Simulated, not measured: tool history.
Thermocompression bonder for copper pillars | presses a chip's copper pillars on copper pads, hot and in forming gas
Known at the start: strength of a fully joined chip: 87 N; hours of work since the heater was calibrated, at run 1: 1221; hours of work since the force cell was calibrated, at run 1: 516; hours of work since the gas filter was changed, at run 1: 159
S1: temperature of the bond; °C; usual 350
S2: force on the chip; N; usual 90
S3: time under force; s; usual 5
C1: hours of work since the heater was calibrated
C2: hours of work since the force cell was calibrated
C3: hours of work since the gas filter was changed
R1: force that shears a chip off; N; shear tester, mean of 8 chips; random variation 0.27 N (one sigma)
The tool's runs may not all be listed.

{"run": 1, "hour": 0.0, "S1": 350, "S2": 90, "S3": 5, "C1": 1221, "C2": 516, "C3": 159, "R1": 41.8}
{"run": 2, "hour": 30.6, "S1": 350, "S2": 90, "S3": 5, "C1": 1245, "C2": 540, "C3": 183, "R1": 41.3}
{"run": 3, "hour": 69.2, "S1": 358, "S2": 90, "S3": 5, "C1": 1276, "C2": 571, "C3": 214, "R1": 44.9}
{"run": 4, "hour": 92.8, "S1": 358, "S2": 90, "S3": 5, "C1": 1295, "C2": 590, "C3": 233, "R1": 44.4}
{"run": 5, "hour": 129.3, "S1": 332, "S2": 90, "S3": 5, "C1": 1324, "C2": 619, "C3": 262, "R1": 32.1}
{"run": 6, "hour": 158.3, "S1": 350, "S2": 132, "S3": 5, "C1": 1347, "C2": 642, "C3": 285, "R1": 54.6}
{"run": 7, "hour": 185.8, "S1": 350, "S2": 132, "S3": 5, "C1": 1369, "C2": 664, "C3": 307, "R1": 54.8}
{"hour": 206.2, "done": "forming gas filter changed"}
{"run": 8, "hour": 218.7, "S1": 335, "S2": 90, "S3": 5, "C1": 1395, "C2": 690, "C3": 10, "R1": 34.7}
{"run": 9, "hour": 248.6, "S1": 335, "S2": 90, "S3": 5, "C1": 1419, "C2": 714, "C3": 34, "R1": 33.7}
{"hour": 257.6, "done": "heater calibrated with a thermocouple chip"}
{"run": 10, "hour": 277.4, "S1": 335, "S2": 90, "S3": 5, "C1": 16, "C2": 735, "C3": 55, "R1": 38.1}
{"run": 11, "hour": 319.8, "S1": 335, "S2": 90, "S3": 5, "C1": 50, "C2": 769, "C3": 89, "R1": 37.5}
{"run": 12, "hour": 358.3, "S1": 335, "S2": 90, "S3": 5, "C1": 80, "C2": 800, "C3": 120, "R1": 37}
{"run": 13, "hour": 399.7, "S1": 335, "S2": 97, "S3": 5, "C1": 114, "C2": 833, "C3": 153, "R1": 39.3}
{"hour": 404.7, "done": "force cell calibrated"}
{"run": 14, "hour": 425.1, "S1": 338, "S2": 82, "S3": 11, "C1": 133, "C2": 16, "C3": 172, "R1": 45.7}
{"run": 15, "hour": 471.1, "S1": 338, "S2": 82, "S3": 11, "C1": 169, "C2": 53, "C3": 209, "R1": 44.7}

The next listed run, before its measurement:
{"run": 16, "hour": 491.0, "S1": 337, "S2": 86, "S3": 8, "C1": 185, "C2": 69, "C3": 225, "R1": "?"}

{"run 16": {"R1": 41.1}}
Without the tool's hidden state the same run would have given R1 44.9 N.

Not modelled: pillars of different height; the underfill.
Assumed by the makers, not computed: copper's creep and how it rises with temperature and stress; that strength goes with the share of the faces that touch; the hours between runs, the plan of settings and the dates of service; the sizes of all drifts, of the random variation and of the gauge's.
